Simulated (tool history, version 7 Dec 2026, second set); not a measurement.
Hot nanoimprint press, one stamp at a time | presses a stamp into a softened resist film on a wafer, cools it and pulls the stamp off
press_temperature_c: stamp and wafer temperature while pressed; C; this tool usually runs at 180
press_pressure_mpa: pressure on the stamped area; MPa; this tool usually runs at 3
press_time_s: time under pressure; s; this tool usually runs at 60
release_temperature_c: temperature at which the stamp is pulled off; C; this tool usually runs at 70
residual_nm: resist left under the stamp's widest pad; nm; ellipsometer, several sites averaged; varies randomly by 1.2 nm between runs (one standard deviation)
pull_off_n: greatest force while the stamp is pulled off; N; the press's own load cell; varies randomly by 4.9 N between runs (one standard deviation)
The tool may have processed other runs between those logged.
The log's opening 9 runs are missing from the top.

| run | day | press_temperature_c | press_pressure_mpa | press_time_s | release_temperature_c | residual_nm | pull_off_n |
|---|---|---|---|---|---|---|---|
| 10 | 15.338 | 180 | 3 | 111 | 70 | 136.8 | 241 |
| 11 | 17.079 | 180 | 3 | 86 | 70 | 149.9 | 250 |
|  | 17.946 | plate thermocouple calibrated |
|  | 18.45 | stamp cleaned and given a new release coat |
| 12 | 19.204 | 180 | 3 | 86 | 70 | 165.7 | 238 |
| 13 | 21.612 | 180 | 2.21 | 86 | 70 | 187.5 | 267 |
| 14 | 23.154 | 180 | 2.21 | 86 | 70 | 183.4 | 280 |
| 15 | 24.512 | 180 | 2.21 | 86 | 70 | 184.9 | 283 |
|  | 25.096 | stamp cleaned and given a new release coat |
| 16 | 26.871 | 187 | 2.21 | 75 | 70 | 153 | 257 |
| 17 | 28.871 | 180 | 3 | 30 | 69 | 240.4 | 265 |
| 18 | 31.188 | 171 | 1.94 | 61 | 69 | 275.9 | 292 |
|  | 31.854 | stamp cleaned and given a new release coat |
| 19 | 32.833 | 177 | 2.42 | 60 | 69 | 220.5 | 238 |
| 20 | 35.346 | 177 | 2.42 | 44 | 70 | 242.7 | 252 |
| 21 | 37.888 | 177 | 2.42 | 44 | 70 | 239.4 | 270 |

The next listed run, before its measurement:
|  | 38.462 | stamp cleaned and given a new release coat |
| 22 | 39.296 | 180 | 3.71 | 60 | 70 | ? | ? |

For run 22 the tool returned residual_nm 169.5 nm, pull_off_n 222 N.
On a tool with no hidden condition, and with the same random variation, this run would have come out at residual_nm 175.1 nm, pull_off_n 227 N.
